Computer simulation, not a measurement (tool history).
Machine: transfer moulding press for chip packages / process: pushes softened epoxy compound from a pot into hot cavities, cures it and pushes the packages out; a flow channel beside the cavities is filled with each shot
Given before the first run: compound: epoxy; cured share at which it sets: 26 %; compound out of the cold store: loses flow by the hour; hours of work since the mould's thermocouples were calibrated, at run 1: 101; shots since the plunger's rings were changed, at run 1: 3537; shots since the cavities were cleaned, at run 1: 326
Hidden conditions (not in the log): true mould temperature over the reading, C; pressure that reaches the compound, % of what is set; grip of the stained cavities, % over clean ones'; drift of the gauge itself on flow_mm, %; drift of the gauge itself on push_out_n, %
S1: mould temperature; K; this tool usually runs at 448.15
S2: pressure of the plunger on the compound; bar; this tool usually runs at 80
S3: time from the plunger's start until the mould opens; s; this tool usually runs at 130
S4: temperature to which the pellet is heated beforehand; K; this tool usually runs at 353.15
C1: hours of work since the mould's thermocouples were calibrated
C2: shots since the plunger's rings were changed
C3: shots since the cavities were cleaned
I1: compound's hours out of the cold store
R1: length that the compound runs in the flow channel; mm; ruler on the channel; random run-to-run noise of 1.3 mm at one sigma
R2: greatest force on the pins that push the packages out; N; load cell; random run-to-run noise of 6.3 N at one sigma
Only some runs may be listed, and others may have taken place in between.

Run 1, hour 0: usual settings; C1 101; C2 3537; C3 326; I1 37.5. Result: R1 617 mm, R2 300 N.
Run 2, hour 6.3: usual settings; C1 105; C2 3591; C3 380; I1 14.4. Result: R1 701 mm, R2 302 N.
Run 3, hour 11.9: usual settings; C1 108; C2 3638; C3 427; I1 18.3. Result: R1 686 mm, R2 306 N.
Run 4, hour 18.8: usual settings; C1 112; C2 3697; C3 486; I1 44. Result: R1 594 mm, R2 311 N.
At hour 25.1: cavities cleaned with cleaning compound and waxed.
Run 5, hour 26.6: usual settings; C1 115; C2 3750; C3 12; I1 25.2. Result: R1 659 mm, R2 247 N.
At hour 34.6: plunger's sealing rings changed.
Run 6, hour 34.6: usual settings but S4 351.15 K; C1 118; C2 0; C3 59; I1 15.4. Result: R1 713 mm, R2 244 N.
Run 7, hour 44: usual settings but S4 351.15 K; C1 123; C2 80; C3 139; I1 22.7. Result: R1 685 mm, R2 276 N.
Run 8, hour 50.6: usual settings but S2 94.9 bar; C1 127; C2 137; C3 196; I1 25. Result: R1 737 mm, R2 287 N.
Run 9, hour 60: usual settings but S4 351.15 K; C1 132; C2 216; C3 275; I1 45.5. Result: R1 605 mm, R2 280 N.
Run 10, hour 67: usual settings but S4 351.15 K; C1 135; C2 276; C3 335; I1 24.9. Result: R1 677 mm, R2 300 N.
Run 11, hour 71.7: usual settings but S4 351.15 K; C1 138; C2 316; C3 375; I1 21.7. Result: R1 686 mm, R2 308 N.
Run 12, hour 77.9: usual settings; C1 141; C2 369; C3 428; I1 33.8. Result: R1 643 mm, R2 317 N.
Run 13, hour 85.9: usual settings; C1 146; C2 436; C3 495; I1 44.8. Result: R1 607 mm, R2 289 N.
At hour 91: cavities cleaned with cleaning compound and waxed.
Run 14, hour 93.8: usual settings; C1 149; C2 491; C3 24; I1 41.4. Result: R1 619 mm, R2 245 N.
Run 15, hour 103.5: usual settings; C1 154; C2 573; C3 106; I1 13. Result: R1 719 mm, R2 262 N.
Run 16, hour 111.6: usual settings but S1 450.15 K, S2 76.5 bar, S3 145 s; C1 159; C2 642; C3 175; I1 14.5. Result: R1 690 mm, R2 234 N.
Run 17, hour 121.7: usual settings but S1 450.15 K, S2 76.5 bar, S3 134 s; C1 164; C2 728; C3 261; I1 14.7. Result: R1 690 mm, R2 259 N.
Run 18, hour 126.8: usual settings but S1 450.15 K, S2 97.8 bar, S3 134 s, S4 352.15 K; C1 167; C2 772; C3 305; I1 46.5. Result: R1 656 mm, R2 262 N.
Run 19, hour 132.6: usual settings but S1 455.15 K, S2 69 bar, S3 134 s; C1 170; C2 821; C3 354; I1 17.4. Result: R1 630 mm, R2 242 N.
Run 20, hour 139.6: usual settings but S1 455.15 K, S2 83.1 bar, S3 121 s, S4 358.15 K; C1 174; C2 880; C3 413; I1 11.5. Result: R1 713 mm, R2 258 N.
Run 21, hour 146.3: usual settings but S1 450.15 K, S2 72.4 bar; C1 178; C2 937; C3 470; I1 27.4. Result: R1 625 mm, R2 291 N.
At hour 154.3: cavities cleaned with cleaning compound and waxed.
Run 22, hour 157.2: usual settings but S1 450.15 K, S2 72.4 bar; C1 183; C2 1017; C3 25; I1 43. Result: R1 574 mm, R2 231 N.
Run 23, hour 167: usual settings but S2 95.1 bar; C1 188; C2 1101; C3 109; I1 21.6. Result: R1 747 mm, R2 277 N.
Run 24, hour 177.6: usual settings but S2 95.1 bar; C1 194; C2 1190; C3 198; I1 15.3. Result: R1 772 mm, R2 295 N.
Run 25, hour 183.7: usual settings but S2 76.4 bar, S3 135 s, S4 345.15 K; C1 197; C2 1242; C3 250; I1 14.4. Result: R1 694 mm, R2 282 N.
Run 26, hour 192.1: usual settings but S2 76.4 bar, S3 135 s, S4 345.15 K; C1 202; C2 1314; C3 322; I1 17.2. Result: R1 684 mm, R2 299 N.
Run 27, hour 198.2: usual settings but S4 350.15 K; C1 205; C2 1366; C3 374; I1 45.9. Result: R1 599 mm, R2 311 N.
Run 28, hour 204.7: usual settings but S1 442.15 K, S2 61.5 bar, S3 146 s; C1 208; C2 1421; C3 429; I1 22. Result: R1 617 mm, R2 380 N.
Run 29, hour 213.2: usual settings but S1 454.15 K, S2 61.5 bar, S3 146 s; C1 213; C2 1494; C3 502; I1 25.1. Result: R1 571 mm, R2 253 N.

Each row is a separate what-if for the run after 29, all from the same tool condition, not one after another. Results?
At hour 217.8: cavities cleaned with cleaning compound and waxed.
Run A, hour 222.5: usual settings but S1 454.15 K, S2 70.9 bar, S3 146 s; C1 217; C2 1560; C3 41; I1 23.7. Result: R1 ?, R2 ?.
At hour 217.8: cavities cleaned with cleaning compound and waxed.
Run B, hour 222.5: usual settings but S3 144 s; C1 217; C2 1560; C3 41; I1 14.4. Result: R1 ?, R2 ?.
At hour 217.8: cavities cleaned with cleaning compound and waxed.
Run C, hour 222.5: usual settings but S1 456.15 K, S2 61.5 bar, S3 146 s; C1 217; C2 1560; C3 41; I1 38.2. Result: R1 ?, R2 ?.

run   R1   R2
  A  616  190
  B  709  228
  C  527  190
Had the tool no hidden state, the same runs would have come out as:
run   R1   R2
  A  621  180
  B  716  213
  C  533  180
